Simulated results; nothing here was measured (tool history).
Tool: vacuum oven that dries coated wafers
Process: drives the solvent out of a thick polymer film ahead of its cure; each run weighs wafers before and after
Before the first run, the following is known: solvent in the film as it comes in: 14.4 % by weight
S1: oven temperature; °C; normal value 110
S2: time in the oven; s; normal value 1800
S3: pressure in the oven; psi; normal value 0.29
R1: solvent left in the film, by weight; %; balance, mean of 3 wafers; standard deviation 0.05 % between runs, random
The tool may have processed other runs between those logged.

Run 1, day 0: usual settings. Result: R1 2.48 %.
Run 2, day 3.317: usual settings. Result: R1 2.48 %.
Run 3, day 5.983: usual settings. Result: R1 2.52 %.
Run 4, day 10.246: usual settings. Result: R1 2.51 %.
Run 5, day 12.925: usual settings but S1 97 °C. Result: R1 4.53 %.
Run 6, day 16.862: usual settings but S1 97 °C. Result: R1 4.53 %.
Run 7, day 19.038: usual settings. Result: R1 2.45 %.
Run 8, day 21.988: usual settings. Result: R1 2.39 %.
Run 9, day 24.821: usual settings. Result: R1 2.42 %.
Run 10, day 27.371: usual settings. Result: R1 2.53 %.
Run 11, day 31.658: usual settings. Result: R1 2.46 %.
Run 12, day 34.875: usual settings but S2 1740 s. Result: R1 2.52 %.
Run 13, day 38.079: usual settings but S2 1740 s. Result: R1 2.6 %.
Run 14, day 42.533: usual settings but S3 0.152 psi. Result: R1 1.82 %.
Run 15, day 45.946: usual settings but S1 100 °C. Result: R1 4.12 %.
Run 16, day 48.558: usual settings but S1 100 °C. Result: R1 4.05 %.
At day 49.533: oven's thermocouples calibrated.
Run 17, day 51.646: usual settings but S1 102 °C. Result: R1 3.45 %.
Run 18, day 55.175: usual settings but S1 108 °C, S3 0.241 psi. Result: R1 2.39 %.
Run 19, day 58.425: usual settings but S1 108 °C, S3 0.241 psi. Result: R1 2.41 %.
Run 20, day 61.308: usual settings but S1 108 °C, S3 0.241 psi. Result: R1 2.5 %.
Run 21, day 65.146: usual settings but S1 108 °C, S2 1620 s, S3 0.645 psi. Result: R1 4.76 %.
Run 22, day 67.446: usual settings but S1 122 °C, S2 1200 s, S3 0.289 psi. Result: R1 1.9 %.
At day 70.192: oven's thermocouples calibrated, once more.
Run 23, day 71.392: usual settings but S1 117 °C, S2 2640 s, S3 0.969 psi. Result: R1 4.43 %.
Run 24, day 73.875: usual settings but S1 117 °C, S2 2640 s, S3 0.969 psi. Result: R1 4.42 %.
Run 25, day 76.971: usual settings but S1 117 °C, S3 0.509 psi. Result: R1 2.82 %.
Run 26, day 79.179: usual settings but S2 3060 s. Result: R1 1.96 %.
Run 27, day 82.825: usual settings but S2 3060 s. Result: R1 1.94 %.
Run 28, day 86.792: usual settings but S1 115 °C, S2 3120 s. Result: R1 1.6 %.
Run 29, day 89.196: usual settings but S1 101 °C, S2 3060 s, S3 1.152 psi. Result: R1 9.32 %.
Run 30, day 92.117: usual settings but S1 95 °C, S2 2340 s, S3 0.551 psi. Result: R1 6.64 %.
Run 31, day 96.054: usual settings but S1 104 °C, S2 1500 s, S3 0.528 psi. Result: R1 5.51 %.
Run 32, day 99.392: usual settings but S1 106 °C, S2 1320 s, S3 1.017 psi. Result: R1 7.77 %.
Run 33, day 103.917: usual settings but S1 121 °C, S2 1260 s. Result: R1 2.05 %.
Run 34, day 108.229: usual settings but S2 1200 s, S3 0.953 psi. Result: R1 6.84 %.

Some steps in R1, run to run, broken into two amounts with sign: the step expected even without the hidden condition (settings, incoming material, random variation), and the rest, left for the hidden condition together with whatever gauge scatter is not in both the measured and the hidden-condition-free result:
Unlogged tool condition in this case: true wafer temperature over the reading, C; true pressure over the reading, kPa; drift of the gauge itself on solvent_pct, %.
Run 20 -> 21: S2 1800 -> 1620, S3 0.241 -> 0.645. R1 +2.26 %: hidden state -0.11, all else +2.37.
Run 22 -> 23: S1 122 -> 117, S2 1200 -> 2640, S3 0.289 -> 0.969, oven's thermocouples calibrated, once more. R1 +2.53 %: hidden state +0.18, all else +2.35.
Run 28 -> 29: S1 115 -> 101, S2 3120 -> 3060, S3 0.29 -> 1.152. R1 +7.72 %: hidden state -0.01, all else +7.73.
Run 30 -> 31: S1 95 -> 104, S2 2340 -> 1500, S3 0.551 -> 0.528. R1 -1.13 %: hidden state -0.11, all else -1.02.
Run 32 -> 33: S1 106 -> 121, S2 1320 -> 1260, S3 1.017 -> 0.29. R1 -5.72 %: hidden state +0.02, all else -5.74.
Run 33 -> 34: S1 121 -> 110, S2 1260 -> 1200, S3 0.29 -> 0.953. R1 +4.79 %: hidden state -0.04, all else +4.83.
